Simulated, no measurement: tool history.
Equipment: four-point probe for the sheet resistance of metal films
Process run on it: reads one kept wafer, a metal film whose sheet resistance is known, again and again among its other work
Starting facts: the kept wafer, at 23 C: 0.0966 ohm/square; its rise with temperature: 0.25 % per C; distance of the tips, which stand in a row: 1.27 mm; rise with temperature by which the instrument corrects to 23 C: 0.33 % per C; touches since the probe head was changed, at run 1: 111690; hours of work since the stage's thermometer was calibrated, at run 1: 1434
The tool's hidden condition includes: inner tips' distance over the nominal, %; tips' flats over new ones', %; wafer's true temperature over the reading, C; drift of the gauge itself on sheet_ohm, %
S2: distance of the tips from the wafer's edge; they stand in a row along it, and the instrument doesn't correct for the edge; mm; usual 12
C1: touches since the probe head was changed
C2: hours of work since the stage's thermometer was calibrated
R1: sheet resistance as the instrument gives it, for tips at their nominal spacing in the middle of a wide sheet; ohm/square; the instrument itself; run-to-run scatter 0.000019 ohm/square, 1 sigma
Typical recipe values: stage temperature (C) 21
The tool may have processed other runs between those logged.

{"run": 1, "hour": 0.0, "stage temperature (C)": 21, "S2": 12, "C1": 111690, "C2": 1434, "R1": 0.097513}
{"run": 2, "hour": 73.4, "stage temperature (C)": 21, "S2": 12, "C1": 113446, "C2": 1493, "R1": 0.097526}
{"run": 3, "hour": 153.2, "stage temperature (C)": 30, "S2": 12, "C1": 115359, "C2": 1557, "R1": 0.096911}
{"run": 4, "hour": 220.0, "stage temperature (C)": 30, "S2": 13, "C1": 116958, "C2": 1610, "R1": 0.09674}
{"hour": 243.0, "done": "stage's thermometer calibrated"}
{"run": 5, "hour": 271.2, "stage temperature (C)": 30, "S2": 13, "C1": 118173, "C2": 23, "R1": 0.0968}
{"run": 6, "hour": 326.8, "stage temperature (C)": 30, "S2": 7, "C1": 119503, "C2": 67, "R1": 0.097937}
{"run": 7, "hour": 445.9, "stage temperature (C)": 26, "S2": 5, "C1": 122355, "C2": 162, "R1": 0.099818}
{"run": 8, "hour": 525.2, "stage temperature (C)": 35, "S2": 4, "C1": 124256, "C2": 226, "R1": 0.100877}
{"run": 9, "hour": 580.0, "stage temperature (C)": 21, "S2": 14, "C1": 125566, "C2": 269, "R1": 0.097346}
{"run": 10, "hour": 645.7, "stage temperature (C)": 21, "S2": 14, "C1": 127141, "C2": 322, "R1": 0.097375}
{"run": 11, "hour": 713.5, "stage temperature (C)": 28, "S2": 9, "C1": 128765, "C2": 376, "R1": 0.09744}
{"run": 12, "hour": 767.6, "stage temperature (C)": 28, "S2": 9, "C1": 130060, "C2": 419, "R1": 0.097428}

Here are 3 independent what-if runs from the current tool condition. What would each one return?
{"run": "A", "hour": 884.4, "stage temperature (C)": 23, "S2": 17, "C1": 132857, "C2": 513, "R1": "?"}
{"run": "B", "hour": 884.4, "stage temperature (C)": 31, "S2": 12, "C1": 132857, "C2": 513, "R1": "?"}
{"run": "C", "hour": 884.4, "stage temperature (C)": 26, "S2": 4, "C1": 132857, "C2": 513, "R1": "?"}

run=A R1=0.097071
run=B R1=0.096804
run=C R1=0.10151
With no hidden state in the tool, these same runs would have given:
run=A R1=0.096905
run=B R1=0.09664
run=C R1=0.101338
